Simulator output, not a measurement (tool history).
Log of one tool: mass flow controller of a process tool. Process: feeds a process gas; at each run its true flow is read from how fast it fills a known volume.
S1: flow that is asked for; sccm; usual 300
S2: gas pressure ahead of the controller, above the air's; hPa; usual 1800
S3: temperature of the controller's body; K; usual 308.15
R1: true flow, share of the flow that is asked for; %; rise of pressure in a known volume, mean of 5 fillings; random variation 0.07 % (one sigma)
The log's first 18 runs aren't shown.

run 19 hour=2454.0 | S1=928 S2=1800 S3=308.15 | R1=100.08
run 20 hour=2596.4 | S1=928 S2=2550 S3=308.15 | R1=100.40
run 21 hour=2727.4 | S1=154 S2=2320 S3=296.15 | R1=99.54
run 22 hour=2859.3 | S1=154 S2=1780 S3=294.15 | R1=99.43
run 23 hour=2958.7 | S1=120 S2=1780 S3=293.15 | R1=99.49
run 24 hour=3075.8 | S1=120 S2=1780 S3=312.15 | R1=98.93
run 25 hour=3182.6 | S1=125 S2=1560 S3=312.15 | R1=98.91
run 26 hour=3333.3 | S1=125 S2=1560 S3=312.15 | R1=98.88
run 27 hour=3513.6 | S1=784 S2=1800 S3=308.15 | R1=100.14
run 28 hour=3663.4 | S1=370 S2=2410 S3=297.15 | R1=100.15
run 29 hour=3812.6 | S1=169 S2=1620 S3=308.15 | R1=99.14
run 30 hour=3949.1 | S1=169 S2=1620 S3=308.15 | R1=99.22
run 31 hour=4040.9 | S1=169 S2=1620 S3=308.15 | R1=99.30
-- hour=4168.7 gauge calibrated
run 32 hour=4225.9 | S1=111 S2=1410 S3=309.15 | R1=98.23
run 33 hour=4316.3 | S1=399 S2=1930 S3=295.15 | R1=99.26
run 34 hour=4452.6 | S1=399 S2=1930 S3=295.15 | R1=99.23
run 35 hour=4567.4 | S1=295 S2=2150 S3=306.15 | R1=98.99
run 36 hour=4661.0 | S1=126 S2=2230 S3=308.15 | R1=98.78
run 37 hour=4785.3 | S1=374 S2=1800 S3=305.15 | R1=99.05
run 38 hour=4929.2 | S1=374 S2=1800 S3=305.15 | R1=98.82
run 39 hour=5115.9 | S1=374 S2=1800 S3=305.15 | R1=99.04

3 ways to go on from here, each from the tool as it stands after run 39. What would each give?
run A hour=5310.3 | S1=263 S2=1800 S3=309.15 | R1=?
run B hour=5310.3 | S1=108 S2=2040 S3=307.15 | R1=?
run C hour=5310.3 | S1=374 S2=1800 S3=304.15 | R1=?

run=A R1=98.97
run=B R1=98.82
run=C R1=99.24
Without the tool's hidden state the same runs would have given:
run=A R1=98.72
run=B R1=98.55
run=C R1=98.99

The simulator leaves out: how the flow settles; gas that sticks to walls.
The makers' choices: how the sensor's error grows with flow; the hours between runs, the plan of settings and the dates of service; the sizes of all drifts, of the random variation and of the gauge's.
